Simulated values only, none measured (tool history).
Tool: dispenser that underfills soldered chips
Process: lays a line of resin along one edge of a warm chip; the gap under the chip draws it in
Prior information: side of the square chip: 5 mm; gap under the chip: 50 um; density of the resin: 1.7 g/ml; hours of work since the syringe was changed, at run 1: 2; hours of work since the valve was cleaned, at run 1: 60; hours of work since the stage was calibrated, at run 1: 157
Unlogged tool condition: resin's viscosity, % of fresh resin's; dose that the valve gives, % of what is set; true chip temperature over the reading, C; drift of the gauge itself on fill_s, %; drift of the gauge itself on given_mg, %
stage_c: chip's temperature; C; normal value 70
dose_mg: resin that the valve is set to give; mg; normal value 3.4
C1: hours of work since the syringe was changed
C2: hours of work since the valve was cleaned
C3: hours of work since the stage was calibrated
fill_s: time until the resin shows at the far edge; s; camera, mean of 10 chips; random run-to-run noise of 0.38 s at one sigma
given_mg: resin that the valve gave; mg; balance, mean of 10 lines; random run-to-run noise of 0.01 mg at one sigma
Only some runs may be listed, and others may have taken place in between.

Run 1, hour 0: usual settings; C1 2; C2 60; C3 157. Result: fill_s 26.7 s, given_mg 3.33 mg.
Run 2, hour 3: usual settings; C1 4; C2 62; C3 159. Result: fill_s 30.3 s, given_mg 3.32 mg.
At hour 7.4: new syringe of resin.
Run 3, hour 8.1: usual settings; C1 0; C2 65; C3 162. Result: fill_s 24.4 s, given_mg 3.31 mg.
Run 4, hour 14: usual settings but stage_c 66 C; C1 4; C2 68; C3 166. Result: fill_s 34.7 s, given_mg 3.31 mg.
At hour 18.5: new syringe of resin.
Run 5, hour 20.7: usual settings but dose_mg 3.76 mg; C1 1; C2 73; C3 170. Result: fill_s 26.2 s, given_mg 3.64 mg.
Run 6, hour 25.8: usual settings but dose_mg 3.05 mg; C1 5; C2 76; C3 173. Result: fill_s 32 s, given_mg 2.96 mg.
At hour 29.7: new syringe of resin.
Run 7, hour 32.8: usual settings but dose_mg 3.05 mg; C1 2; C2 80; C3 178. Result: fill_s 28.3 s, given_mg 2.95 mg.
Run 8, hour 37.9: usual settings but dose_mg 3.05 mg; C1 5; C2 84; C3 181. Result: fill_s 33.4 s, given_mg 2.94 mg.
At hour 40.9: new syringe of resin.
Run 9, hour 43.2: usual settings but dose_mg 3.05 mg; C1 2; C2 87; C3 184. Result: fill_s 27 s, given_mg 2.95 mg.
Run 10, hour 46.7: usual settings but stage_c 77 C, dose_mg 4.26 mg; C1 4; C2 89; C3 186. Result: fill_s 24.9 s, given_mg 4.1 mg.
Run 11, hour 49.9: usual settings but stage_c 81 C, dose_mg 3 mg; C1 6; C2 91; C3 188. Result: fill_s 25.6 s, given_mg 2.91 mg.
At hour 51.7: new syringe of resin.
Run 12, hour 53.3: usual settings but stage_c 76 C, dose_mg 3.08 mg; C1 1; C2 93; C3 190. Result: fill_s 21.9 s, given_mg 2.98 mg.
Run 13, hour 59.8: usual settings but stage_c 82 C, dose_mg 3.08 mg; C1 5; C2 97; C3 195. Result: fill_s 23.3 s, given_mg 2.98 mg.
At hour 62.9: new syringe of resin.
Run 14, hour 66.5: usual settings but stage_c 82 C, dose_mg 3.25 mg; C1 2; C2 101; C3 199. Result: fill_s 20.4 s, given_mg 3.11 mg.
At hour 73.7: new syringe of resin.
Run 15, hour 73.7: usual settings but stage_c 81 C, dose_mg 3.17 mg; C1 0; C2 106; C3 203. Result: fill_s 17.6 s, given_mg 3.03 mg.

Branching from run 15: 5 alternative next runs. What would each branch give?
Run A, hour 80.3: usual settings but stage_c 58 C, dose_mg 4.36 mg; C1 4; C2 110; C3 207. Result: fill_s ?, given_mg ?.
Run B, hour 80.3: usual settings but stage_c 65 C, dose_mg 3.44 mg; C1 4; C2 110; C3 207. Result: fill_s ?, given_mg ?.
Run C, hour 80.3: usual settings but stage_c 69 C, dose_mg 3.81 mg; C1 4; C2 110; C3 207. Result: fill_s ?, given_mg ?.
Run D, hour 80.3: usual settings but stage_c 74 C, dose_mg 3.92 mg; C1 4; C2 110; C3 207. Result: fill_s ?, given_mg ?.
Run E, hour 80.3: usual settings but stage_c 82 C, dose_mg 4.28 mg; C1 4; C2 110; C3 207. Result: fill_s ?, given_mg ?.

run  fill_s  given_mg
  A    45.4      4.14
  B    36.5      3.29
  C    31.5      3.66
  D    27.9      3.76
  E    20.7      4.09
The same runs, with their run-to-run variation unchanged, on a tool lacking any hidden condition would have given:
run  fill_s  given_mg
  A    33.4      4.33
  B    26.8      3.44
  C    23.2      3.83
  D    20.9      3.93
  E    15.3      4.28

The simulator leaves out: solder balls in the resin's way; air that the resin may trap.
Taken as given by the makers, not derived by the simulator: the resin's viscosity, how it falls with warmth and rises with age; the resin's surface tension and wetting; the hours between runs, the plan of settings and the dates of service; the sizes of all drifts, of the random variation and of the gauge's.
